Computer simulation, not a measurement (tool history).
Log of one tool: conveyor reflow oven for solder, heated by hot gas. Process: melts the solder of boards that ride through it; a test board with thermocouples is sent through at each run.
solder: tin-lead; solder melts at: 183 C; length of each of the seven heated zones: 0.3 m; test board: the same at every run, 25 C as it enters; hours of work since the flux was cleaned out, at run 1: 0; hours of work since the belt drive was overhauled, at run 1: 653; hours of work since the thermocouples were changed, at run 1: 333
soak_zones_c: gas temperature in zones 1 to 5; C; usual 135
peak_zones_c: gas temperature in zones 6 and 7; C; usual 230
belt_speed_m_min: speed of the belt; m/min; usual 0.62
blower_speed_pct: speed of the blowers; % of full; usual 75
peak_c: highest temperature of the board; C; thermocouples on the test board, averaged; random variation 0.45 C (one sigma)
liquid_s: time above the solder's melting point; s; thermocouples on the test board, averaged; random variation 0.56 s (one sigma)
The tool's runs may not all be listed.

run	day	soak_zones_c	peak_zones_c	belt_speed_m_min	blower_speed_pct	hours of work since the flux was cleaned out	hours of work since the belt drive was overhauled	hours of work since the thermocouples were changed	peak_c	liquid_s
1	0.000	135	230	0.62	75	0	653	333	215.3	40.7
2	1.421	135	230	0.62	75	17	670	350	213.4	41.2
3	2.938	135	230	0.62	75	35	688	368	213.3	42.0
4	4.300	135	230	0.62	75	51	704	384	214.4	40.9
5	5.808	129	230	0.62	75	69	722	402	212.0	39.4
6	7.088	135	230	0.62	75	84	737	417	213.9	41.8
7	7.862	135	230	0.62	75	93	746	426	213.2	40.3
8	9.533	135	230	0.62	75	113	766	446	212.5	40.1
9	11.033	135	230	0.62	75	130	784	463	213.2	40.8
10	12.212	135	230	0.62	75	144	798	477	212.7	39.7
# day 12.458: belt drive overhauled, speed set with a stopwatch
11	13.533	135	230	0.62	75	158	13	491	212.9	40.7
12	14.962	135	230	0.62	75	175	30	508	211.5	40.8
13	16.379	135	230	0.62	51	192	46	525	207.2	35.1
# day 17.717: belt drive overhauled, speed set with a stopwatch, once more
14	17.967	135	230	0.62	75	208	3	541	211.3	39.0
15	18.800	135	230	0.62	75	218	13	551	211.6	39.3
16	20.467	135	230	0.62	75	238	32	571	211.7	38.6
17	21.233	135	230	0.62	75	247	42	580	211.1	37.8

The next listed run, before its measurement:
18	22.229	150	243	0.62	75	259	53	592	?	?

peak_c: 225.1 C
liquid_s: 50.2 s
Without the tool's hidden state the same run would have given peak_c 229.0 C, liquid_s 52.0 s.
